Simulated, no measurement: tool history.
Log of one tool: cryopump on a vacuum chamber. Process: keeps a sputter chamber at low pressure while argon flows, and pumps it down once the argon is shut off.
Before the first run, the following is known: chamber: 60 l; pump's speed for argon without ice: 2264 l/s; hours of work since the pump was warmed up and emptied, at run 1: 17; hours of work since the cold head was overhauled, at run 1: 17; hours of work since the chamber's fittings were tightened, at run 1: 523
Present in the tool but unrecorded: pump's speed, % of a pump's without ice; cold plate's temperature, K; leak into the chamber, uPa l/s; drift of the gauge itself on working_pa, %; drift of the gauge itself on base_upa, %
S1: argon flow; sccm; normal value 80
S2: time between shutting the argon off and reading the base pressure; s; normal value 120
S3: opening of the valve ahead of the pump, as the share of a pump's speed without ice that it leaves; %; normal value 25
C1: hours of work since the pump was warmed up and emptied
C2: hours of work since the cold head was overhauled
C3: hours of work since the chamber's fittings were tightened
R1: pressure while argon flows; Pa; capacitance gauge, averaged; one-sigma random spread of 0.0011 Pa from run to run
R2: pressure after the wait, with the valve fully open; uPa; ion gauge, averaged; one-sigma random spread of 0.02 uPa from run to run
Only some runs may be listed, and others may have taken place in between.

run,day,S1,S2,S3,C1,C2,C3,R1,R2
1,0.000,80,120,25,17,17,523,0.2414,0.65
2,0.421,80,120,25,21,21,527,0.2384,0.67
3,0.917,80,120,25,26,26,532,0.2412,0.66
4,1.467,80,120,25,31,31,537,0.2398,0.65
5,1.817,80,120,25,34,34,541,0.2415,0.69
6,2.129,80,120,36,37,37,544,0.1690,0.66
7,2.821,80,120,36,44,44,550,0.1667,0.66
8,3.229,113,120,25,48,48,554,0.3399,0.71
9,3.896,80,120,25,55,55,561,0.2413,0.70
10,4.500,80,120,25,60,60,566,0.2403,0.71
11,5.029,80,120,25,65,65,572,0.2411,0.69
12,5.492,80,120,28,70,70,576,0.2171,0.71
13,5.829,80,120,24,73,73,579,0.2498,0.72
14,6.258,80,120,24,77,77,583,0.2517,0.77
15,6.975,82,120,16,84,84,590,0.3829,0.71
16,7.592,38,197,25,90,90,596,0.1143,0.68
17,7.967,36,241,32,94,94,600,0.0848,0.68
18,8.488,64,110,18,99,99,605,0.2689,0.79
19,9.050,64,110,18,104,104,610,0.2677,0.74
20,9.562,64,110,18,109,109,615,0.2704,0.71
21,10.104,64,110,18,114,114,620,0.2666,0.80
22,10.462,64,110,18,118,118,624,0.2671,0.79
23,11.104,139,123,42,124,124,630,0.2527,0.77
24,11.621,139,123,42,129,129,635,0.2546,0.78
25,12.196,38,123,42,135,135,641,0.0690,0.78

The same runs without the tool's hidden state, with the same run-to-run variation:
run,R1,R2
1,0.2405,0.26
2,0.2373,0.28
3,0.2401,0.27
4,0.2385,0.26
5,0.2402,0.30
6,0.1675,0.25
7,0.1652,0.26
8,0.3376,0.30
9,0.2395,0.28
10,0.2384,0.27
11,0.2390,0.27
12,0.2149,0.29
13,0.2475,0.28
14,0.2493,0.32
15,0.3803,0.25
16,0.1130,0.23
17,0.0835,0.23
18,0.2666,0.32
19,0.2652,0.27
20,0.2678,0.25
21,0.2640,0.32
22,0.2644,0.29
23,0.2466,0.28
24,0.2483,0.28
25,0.0672,0.28
